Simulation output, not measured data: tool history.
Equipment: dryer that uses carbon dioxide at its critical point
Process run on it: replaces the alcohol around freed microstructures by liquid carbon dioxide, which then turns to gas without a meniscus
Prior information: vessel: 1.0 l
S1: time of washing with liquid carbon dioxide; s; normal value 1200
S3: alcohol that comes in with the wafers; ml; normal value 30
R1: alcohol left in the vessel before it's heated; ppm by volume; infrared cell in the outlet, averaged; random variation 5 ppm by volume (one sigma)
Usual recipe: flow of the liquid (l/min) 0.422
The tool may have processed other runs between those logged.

{"run": 1, "hour": 0.0, "S1": 1200, "flow of the liquid (l/min)": 0.422, "S3": 30, "R1": 96}
{"run": 2, "hour": 14.6, "S1": 1200, "flow of the liquid (l/min)": 0.515, "S3": 30, "R1": 41}
{"run": 3, "hour": 37.8, "S1": 1200, "flow of the liquid (l/min)": 0.515, "S3": 30, "R1": 46}
{"run": 4, "hour": 48.6, "S1": 1200, "flow of the liquid (l/min)": 0.515, "S3": 30, "R1": 40}
{"run": 5, "hour": 67.3, "S1": 1200, "flow of the liquid (l/min)": 0.515, "S3": 30, "R1": 51}
{"run": 6, "hour": 92.8, "S1": 1200, "flow of the liquid (l/min)": 0.513, "S3": 30, "R1": 56}
{"run": 7, "hour": 110.5, "S1": 1200, "flow of the liquid (l/min)": 0.422, "S3": 30, "R1": 132}
{"run": 8, "hour": 126.1, "S1": 1200, "flow of the liquid (l/min)": 0.422, "S3": 30, "R1": 134}
{"run": 9, "hour": 143.7, "S1": 1200, "flow of the liquid (l/min)": 0.422, "S3": 30, "R1": 145}
{"run": 10, "hour": 157.5, "S1": 1200, "flow of the liquid (l/min)": 0.422, "S3": 30, "R1": 152}
{"hour": 164.7, "done": "inlet filter changed"}
{"run": 11, "hour": 182.1, "S1": 1200, "flow of the liquid (l/min)": 0.422, "S3": 30, "R1": 90}
{"run": 12, "hour": 194.9, "S1": 1200, "flow of the liquid (l/min)": 0.422, "S3": 30, "R1": 96}
{"run": 13, "hour": 211.2, "S1": 1200, "flow of the liquid (l/min)": 0.422, "S3": 30, "R1": 97}
{"run": 14, "hour": 230.2, "S1": 1200, "flow of the liquid (l/min)": 0.422, "S3": 30, "R1": 100}
{"run": 15, "hour": 247.7, "S1": 1200, "flow of the liquid (l/min)": 0.422, "S3": 30, "R1": 115}
{"run": 16, "hour": 267.3, "S1": 1200, "flow of the liquid (l/min)": 0.422, "S3": 30, "R1": 111}
{"run": 17, "hour": 292.3, "S1": 1200, "flow of the liquid (l/min)": 0.422, "S3": 30, "R1": 131}
{"run": 18, "hour": 310.0, "S1": 1200, "flow of the liquid (l/min)": 0.422, "S3": 30, "R1": 130}
{"run": 19, "hour": 323.3, "S1": 1200, "flow of the liquid (l/min)": 0.378, "S3": 30, "R1": 197}
{"run": 20, "hour": 334.2, "S1": 1200, "flow of the liquid (l/min)": 0.378, "S3": 106, "R1": 530}
{"run": 21, "hour": 347.2, "S1": 1200, "flow of the liquid (l/min)": 0.328, "S3": 54, "R1": 590}
{"run": 22, "hour": 362.8, "S1": 1140, "flow of the liquid (l/min)": 0.362, "S3": 101, "R1": 837}
{"run": 23, "hour": 383.0, "S1": 1020, "flow of the liquid (l/min)": 0.422, "S3": 49, "R1": 378}
{"run": 24, "hour": 397.0, "S1": 1140, "flow of the liquid (l/min)": 0.261, "S3": 50, "R1": 1758}
{"run": 25, "hour": 416.1, "S1": 780, "flow of the liquid (l/min)": 0.651, "S3": 71, "R1": 254}
{"run": 26, "hour": 430.0, "S1": 960, "flow of the liquid (l/min)": 0.335, "S3": 83, "R1": 2166}
{"run": 27, "hour": 444.3, "S1": 1560, "flow of the liquid (l/min)": 0.279, "S3": 37, "R1": 365}
{"run": 28, "hour": 461.8, "S1": 960, "flow of the liquid (l/min)": 0.501, "S3": 83, "R1": 422}
{"run": 29, "hour": 480.1, "S1": 1200, "flow of the liquid (l/min)": 0.422, "S3": 44, "R1": 253}
{"run": 30, "hour": 500.1, "S1": 1020, "flow of the liquid (l/min)": 0.422, "S3": 23, "R1": 293}
{"run": 31, "hour": 525.8, "S1": 1020, "flow of the liquid (l/min)": 0.422, "S3": 23, "R1": 310}
{"hour": 541.5, "done": "inlet filter changed"}
{"run": 32, "hour": 551.4, "S1": 960, "flow of the liquid (l/min)": 0.422, "S3": 110, "R1": 666}
{"run": 33, "hour": 574.5, "S1": 960, "flow of the liquid (l/min)": 0.422, "S3": 110, "R1": 711}
{"run": 34, "hour": 596.5, "S1": 1800, "flow of the liquid (l/min)": 0.442, "S3": 78, "R1": 114}
{"run": 35, "hour": 617.1, "S1": 960, "flow of the liquid (l/min)": 0.442, "S3": 39, "R1": 294}
{"run": 36, "hour": 636.6, "S1": 840, "flow of the liquid (l/min)": 0.422, "S3": 29, "R1": 464}
{"run": 37, "hour": 648.7, "S1": 1020, "flow of the liquid (l/min)": 0.651, "S3": 56, "R1": 127}
{"run": 38, "hour": 666.2, "S1": 720, "flow of the liquid (l/min)": 0.422, "S3": 30, "R1": 821}
{"run": 39, "hour": 680.9, "S1": 1080, "flow of the liquid (l/min)": 0.391, "S3": 30, "R1": 309}
{"run": 40, "hour": 701.4, "S1": 1080, "flow of the liquid (l/min)": 0.391, "S3": 30, "R1": 314}

Below are 5 alternative next runs, each starting from the tool's condition after run 40. Predict each:
{"run": "A", "hour": 713.3, "S1": 1080, "flow of the liquid (l/min)": 0.407, "S3": 27, "R1": "?"}
{"run": "B", "hour": 713.3, "S1": 1080, "flow of the liquid (l/min)": 0.344, "S3": 82, "R1": "?"}
{"run": "C", "hour": 713.3, "S1": 1920, "flow of the liquid (l/min)": 0.549, "S3": 30, "R1": "?"}
{"run": "D", "hour": 713.3, "S1": 1080, "flow of the liquid (l/min)": 0.338, "S3": 30, "R1": "?"}
{"run": "E", "hour": 713.3, "S1": 780, "flow of the liquid (l/min)": 0.394, "S3": 30, "R1": "?"}

run=A R1=262
run=B R1=1117
run=C R1=139
run=D R1=537
run=E R1=891
With no hidden state in the tool, these same runs would have given:
run=A R1=87
run=B R1=666
run=C R1=7
run=D R1=281
run=E R1=549

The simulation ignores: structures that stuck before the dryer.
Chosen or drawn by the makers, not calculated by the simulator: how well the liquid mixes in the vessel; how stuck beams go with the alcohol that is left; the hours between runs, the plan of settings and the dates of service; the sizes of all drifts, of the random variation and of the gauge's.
